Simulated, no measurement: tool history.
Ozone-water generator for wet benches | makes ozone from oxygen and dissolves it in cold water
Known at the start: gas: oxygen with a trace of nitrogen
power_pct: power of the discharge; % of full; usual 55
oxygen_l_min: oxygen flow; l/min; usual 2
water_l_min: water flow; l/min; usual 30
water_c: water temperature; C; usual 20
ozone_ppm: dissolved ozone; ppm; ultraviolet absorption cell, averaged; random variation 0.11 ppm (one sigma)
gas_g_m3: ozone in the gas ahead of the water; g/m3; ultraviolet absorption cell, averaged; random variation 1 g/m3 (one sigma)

run,day,power_pct,oxygen_l_min,water_l_min,water_c,ozone_ppm,gas_g_m3
1,0,55,2,30,20,7.7,178
2,4.658,55,2,30,20,7.6,177.2
3,9.054,55,1.21,30,20,6.4,221.7
4,15.179,55,1.21,30,20,6.3,222.6
5,20.108,55,1.21,30,20,6.3,219
6,25.354,64,2,30,20,8.2,186.7
7,30.517,64,2,30,20,8.3,185.4
8,36.304,64,2,30,20,8.1,186.6
9,39.508,55,2,30,20,7.5,171.7
10,43.338,55,2,26,20,8.9,172.8
11,49.35,55,2,30,20,7.5,170.8
12,52.483,55,2,30,27,7.5,169.7
13,58.292,55,2,30,27,7.1,168.9
14,64.567,55,2,30,27,7.1,169.1
15,70.35,55,2,30,27,6.8,167.6
16,76.596,55,2,30,26,7,166.8
17,80.204,93,1.03,24,25,9,289.7
18,86.271,93,1.03,24,25,8.9,289.2

The next listed run, before its measurement:
19,92.733,93,1.03,42,25,?,?

Run 19 gave ozone_ppm 4.7 ppm, gas_g_m3 286.1 g/m3.
Without the tool's hidden state the same run would have given ozone_ppm 5.5 ppm, gas_g_m3 325.4 g/m3.

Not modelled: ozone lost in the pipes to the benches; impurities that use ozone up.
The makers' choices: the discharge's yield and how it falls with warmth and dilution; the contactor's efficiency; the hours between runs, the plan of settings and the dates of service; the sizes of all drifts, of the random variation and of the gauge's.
